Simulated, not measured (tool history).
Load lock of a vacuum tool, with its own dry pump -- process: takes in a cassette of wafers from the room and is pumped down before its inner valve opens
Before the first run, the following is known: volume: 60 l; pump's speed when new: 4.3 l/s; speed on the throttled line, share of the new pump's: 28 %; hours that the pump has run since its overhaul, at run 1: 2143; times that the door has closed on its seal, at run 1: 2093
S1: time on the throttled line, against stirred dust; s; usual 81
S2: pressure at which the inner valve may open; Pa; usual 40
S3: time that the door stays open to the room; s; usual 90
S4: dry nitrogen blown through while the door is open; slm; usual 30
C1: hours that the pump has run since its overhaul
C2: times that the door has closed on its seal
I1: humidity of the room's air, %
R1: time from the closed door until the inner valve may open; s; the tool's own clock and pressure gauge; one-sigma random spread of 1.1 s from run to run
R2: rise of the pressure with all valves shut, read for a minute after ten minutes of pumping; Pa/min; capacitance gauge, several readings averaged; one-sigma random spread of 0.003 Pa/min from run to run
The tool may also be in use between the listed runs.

run,hour,S1,S2,S3,S4,C1,C2,I1,R1,R2
1,0.0,81,40,90,30,2143,2093,48.5,170.3,0.063
2,42.2,81,40,90,30,2185,2226,44.2,171.2,0.053
3,111.9,81,40,90,30,2255,2446,42.3,170.1,0.053
4,196.2,81,40,90,30,2339,2712,49.4,174.0,0.060
5,252.8,81,40,90,30,2395,2891,44.9,169.3,0.056
6,318.0,81,40,90,30,2461,3096,42.7,171.2,0.052
7,380.5,81,40,90,5,2523,3294,44.4,171.8,0.086
8,420.4,81,40,90,5,2563,3420,45.0,172.0,0.089
9,458.1,81,40,90,5,2601,3539,44.0,171.6,0.087
10,523.1,81,40,90,5,2666,3744,47.1,172.4,0.098
11,590.0,81,40,90,5,2733,3955,46.9,172.5,0.091
12,644.3,81,40,90,5,2787,4127,46.0,172.8,0.092
13,713.5,81,40,90,5,2856,4345,44.0,172.3,0.089
14,770.4,81,40,90,5,2913,4525,45.0,170.3,0.098
15,826.2,81,66,90,30,2969,4701,44.5,164.4,0.065
16,886.8,81,40,90,13,3029,4892,46.7,170.5,0.075
17,949.0,81,40,90,13,3092,5089,40.8,169.9,0.076
18,1029.4,81,40,90,13,3172,5343,48.1,171.4,0.093
19,1100.4,81,40,90,13,3243,5567,43.0,170.6,0.084
20,1187.8,151,45,190,4,3330,5843,42.7,218.6,0.119
21,1265.4,123,44,90,7,3408,6088,47.6,200.7,0.101
22,1333.6,81,69,90,8,3476,6303,43.7,165.7,0.096
23,1387.0,68,67,90,30,3530,6471,45.4,155.3,0.072
24,1458.6,51,79,90,30,3601,6698,40.7,141.8,0.067
25,1528.5,104,40,90,23,3671,6918,45.8,191.8,0.085
26,1592.3,81,76,90,37,3735,7120,43.5,163.0,0.069
27,1661.5,81,40,29,7,3804,7338,45.5,172.2,0.073
28,1717.6,81,32,110,32,3860,7515,45.8,177.2,0.079
29,1768.7,86,66,110,6,3911,7677,42.7,168.4,0.114
30,1814.4,109,66,110,8,3957,7821,42.8,183.2,0.103
31,1860.3,151,40,69,5,4003,7966,43.0,222.1,0.097
32,1898.4,151,40,69,5,4041,8086,44.8,225.9,0.109
33,1986.5,82,58,90,30,4129,8364,46.0,168.0,0.083
34,2047.3,82,58,90,30,4190,8556,43.4,170.3,0.082
35,2129.2,82,46,90,30,4272,8815,49.2,172.2,0.097
36,2177.7,82,74,90,30,4320,8968,44.0,164.8,0.089

Subtracting, for every run, the result it would have given without the tool's unlogged condition from the measured result gives the following. The same run-to-run variation enters both numbers; the gauge's scatter may not:
Unlogged tool condition in this case: pump's speed, % of a new pump's; leak at the door's seal, Pa l/s; drift of the gauge itself on ready_s, %; drift of the gauge itself on rise_pa_min, %.
run,R1,R2
1,+2.7,+0.006
2,+2.8,+0.007
3,+2.8,+0.007
4,+3.0,+0.008
5,+3.0,+0.009
6,+3.0,+0.010
7,+3.1,+0.011
8,+3.2,+0.011
9,+3.2,+0.012
10,+3.3,+0.013
11,+3.4,+0.014
12,+3.4,+0.014
13,+3.4,+0.015
14,+3.5,+0.016
15,+3.3,+0.017
16,+3.6,+0.017
17,+3.7,+0.018
18,+3.7,+0.020
19,+3.8,+0.021
20,+3.0,+0.021
21,+3.4,+0.023
22,+3.7,+0.024
23,+3.9,+0.026
24,+4.1,+0.026
25,+4.0,+0.027
26,+3.8,+0.029
27,+4.3,+0.029
28,+4.5,+0.030
29,+4.0,+0.031
30,+3.7,+0.032
31,+3.5,+0.033
32,+3.6,+0.034
33,+4.4,+0.035
34,+4.5,+0.036
35,+4.6,+0.037
36,+4.4,+0.038

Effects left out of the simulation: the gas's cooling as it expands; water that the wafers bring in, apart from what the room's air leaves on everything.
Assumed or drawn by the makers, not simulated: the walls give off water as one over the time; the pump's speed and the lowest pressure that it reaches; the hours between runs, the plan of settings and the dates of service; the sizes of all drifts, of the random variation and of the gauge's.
